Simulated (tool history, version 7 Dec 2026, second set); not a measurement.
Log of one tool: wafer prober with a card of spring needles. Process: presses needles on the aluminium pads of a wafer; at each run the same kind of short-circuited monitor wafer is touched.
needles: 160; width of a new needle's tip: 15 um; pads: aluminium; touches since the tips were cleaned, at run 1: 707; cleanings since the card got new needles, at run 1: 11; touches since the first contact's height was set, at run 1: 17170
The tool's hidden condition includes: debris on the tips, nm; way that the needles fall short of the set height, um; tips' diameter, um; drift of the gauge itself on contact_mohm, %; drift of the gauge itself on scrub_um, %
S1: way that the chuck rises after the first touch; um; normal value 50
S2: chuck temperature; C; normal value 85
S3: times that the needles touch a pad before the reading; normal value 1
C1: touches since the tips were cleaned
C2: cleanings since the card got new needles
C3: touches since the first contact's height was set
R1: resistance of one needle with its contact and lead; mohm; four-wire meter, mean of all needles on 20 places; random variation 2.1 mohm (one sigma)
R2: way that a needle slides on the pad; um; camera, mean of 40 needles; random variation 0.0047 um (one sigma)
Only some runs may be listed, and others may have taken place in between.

Run 1, hour 0: usual settings; C1 707; C2 11; C3 17170. Result: R1 290 mohm, R2 6.691 um.
Run 2, hour 34: usual settings but S2 88 C; C1 5735; C2 11; C3 22198. Result: R1 406 mohm, R2 6.684 um.
At hour 55.2: tips cleaned on abrasive film.
Run 3, hour 96: usual settings but S2 68 C; C1 6040; C2 12; C3 31364. Result: R1 408 mohm, R2 6.667 um.
At hour 113.4: tips cleaned on abrasive film.
Run 4, hour 124.3: usual settings but S2 68 C; C1 1612; C2 13; C3 35543. Result: R1 311 mohm, R2 6.669 um.
Run 5, hour 158.2: usual settings but S2 44 C; C1 6622; C2 13; C3 40553. Result: R1 410 mohm, R2 6.676 um.
At hour 172.1: tips cleaned on abrasive film.
Run 6, hour 186.6: usual settings but S2 44 C; C1 2138; C2 14; C3 44746. Result: R1 318 mohm, R2 6.659 um.
At hour 229.1: tips cleaned on abrasive film.
Run 7, hour 229.1: usual settings but S2 44 C; C1 0; C2 15; C3 51031. Result: R1 236 mohm, R2 6.658 um.
At hour 287.1: tips cleaned on abrasive film.
Run 8, hour 287.1: usual settings but S3 2; C1 0; C2 16; C3 59595. Result: R1 244 mohm, R2 6.649 um.
At hour 343.8: tips cleaned on abrasive film.
Run 9, hour 345.2: usual settings but S3 2; C1 208; C2 17; C3 68178. Result: R1 251 mohm, R2 6.646 um.
Run 10, hour 398.4: usual settings but S3 2; C1 8083; C2 17; C3 76053. Result: R1 350 mohm, R2 6.645 um.
At hour 402.4: tips cleaned on abrasive film.
Run 11, hour 440.1: usual settings but S3 2; C1 5585; C2 18; C3 82223. Result: R1 327 mohm, R2 6.641 um.
At hour 460: tips cleaned on abrasive film.
At hour 484.5: height of the first contact set anew.
Run 12, hour 484.8: usual settings but S3 2; C1 3632; C2 19; C3 45. Result: R1 317 mohm, R2 6.695 um.
At hour 520.4: tips cleaned on abrasive film.
Run 13, hour 542.7: usual settings but S2 49 C, S3 2; C1 3314; C2 20; C3 8610. Result: R1 303 mohm, R2 6.686 um.
At hour 580.6: tips cleaned on abrasive film.
Run 14, hour 600.4: usual settings but S2 49 C, S3 2; C1 2936; C2 21; C3 17129. Result: R1 305 mohm, R2 6.684 um.
At hour 642.4: tips cleaned on abrasive film.
Run 15, hour 651.8: usual settings but S2 49 C, S3 2; C1 1379; C2 22; C3 24718. Result: R1 277 mohm, R2 6.684 um.
Run 16, hour 692.1: usual settings but S2 49 C, S3 2; C1 7345; C2 22; C3 30684. Result: R1 349 mohm, R2 6.676 um.
At hour 698.9: tips cleaned on abrasive film.
Run 17, hour 727.7: usual settings but S3 2; C1 4263; C2 23; C3 35945. Result: R1 321 mohm, R2 6.67 um.
At hour 757.3: tips cleaned on abrasive film.
Run 18, hour 773.1: usual settings but S1 65 um, S2 36 C; C1 2327; C2 24; C3 42646. Result: R1 293 mohm, R2 8.669 um.
At hour 817.5: tips cleaned on abrasive film.
Run 19, hour 839.1: usual settings but S1 45 um, S2 104 C, S3 2; C1 3194; C2 25; C3 52405. Result: R1 330 mohm, R2 5.995 um.
At hour 875.7: tips cleaned on abrasive film.
Run 20, hour 904.1: usual settings but S2 72 C; C1 4209; C2 26; C3 62021. Result: R1 387 mohm, R2 6.656 um.
At hour 931.7: tips cleaned on abrasive film.
Run 21, hour 971.7: usual settings but S1 42 um, S2 89 C, S3 2; C1 5915; C2 27; C3 71999. Result: R1 387 mohm, R2 5.574 um.
At hour 989.8: tips cleaned on abrasive film.
Run 22, hour 1004.5: usual settings but S1 54 um, S2 33 C; C1 2165; C2 28; C3 76842. Result: R1 315 mohm, R2 7.179 um.
Run 23, hour 1035.8: usual settings but S2 39 C; C1 6807; C2 28; C3 81484. Result: R1 430 mohm, R2 6.631 um.
At hour 1050.5: tips cleaned on abrasive film.
At hour 1086.1: height of the first contact set anew.
Run 24, hour 1095.6: usual settings but S2 55 C, S3 2; C1 6628; C2 29; C3 1400. Result: R1 343 mohm, R2 6.695 um.
At hour 1108.4: tips cleaned on abrasive film.
Run 25, hour 1138: usual settings but S2 28 C; C1 4370; C2 30; C3 7659. Result: R1 392 mohm, R2 6.695 um.
At hour 1168.2: tips cleaned on abrasive film.
Run 26, hour 1199.7: usual settings but S2 28 C; C1 4676; C2 31; C3 16790. Result: R1 394 mohm, R2 6.678 um.
At hour 1224.5: tips cleaned on abrasive film.
Run 27, hour 1229.2: usual settings but S1 61 um, S2 90 C, S3 2; C1 683; C2 32; C3 21129. Result: R1 252 mohm, R2 8.151 um.
Run 28, hour 1266.3: usual settings but S1 48 um, S2 28 C; C1 6176; C2 32; C3 26622. Result: R1 442 mohm, R2 6.409 um.
At hour 1280.8: tips cleaned on abrasive film.
Run 29, hour 1307.4: usual settings but S1 32 um, S2 37 C; C1 3942; C2 33; C3 32694. Result: R1 600 mohm, R2 4.254 um.

Forecast each of these 5 alternatives for the next run:
At hour 1341.2: tips cleaned on abrasive film.
Run A, hour 1375.4: usual settings but S1 64 um, S2 53 C; C1 5055; C2 34; C3 42745. Result: R1 ?, R2 ?.
At hour 1341.2: tips cleaned on abrasive film.
Run B, hour 1375.4: usual settings but S1 32 um, S2 43 C; C1 5055; C2 34; C3 42745. Result: R1 ?, R2 ?.
At hour 1341.2: tips cleaned on abrasive film.
Run C, hour 1375.4: usual settings but S2 26 C; C1 5055; C2 34; C3 42745. Result: R1 ?, R2 ?.
At hour 1341.2: tips cleaned on abrasive film.
Run D, hour 1375.4: usual settings but S1 33 um, S2 64 C; C1 5055; C2 34; C3 42745. Result: R1 ?, R2 ?.
At hour 1341.2: tips cleaned on abrasive film.
Run E, hour 1375.4: usual settings but S1 68 um, S2 94 C, S3 2; C1 5055; C2 34; C3 42745. Result: R1 ?, R2 ?.

run   R1     R2
  A  334  8.529
  B  650  4.252
  C  401  6.656
  D  611  4.382
  E  286  9.071
Without the tool's unlogged condition, the same runs would have read:
run   R1     R2
  A  217  8.567
  B  228  4.289
  C  214  6.694
  D  230  4.419
  E  227  9.109
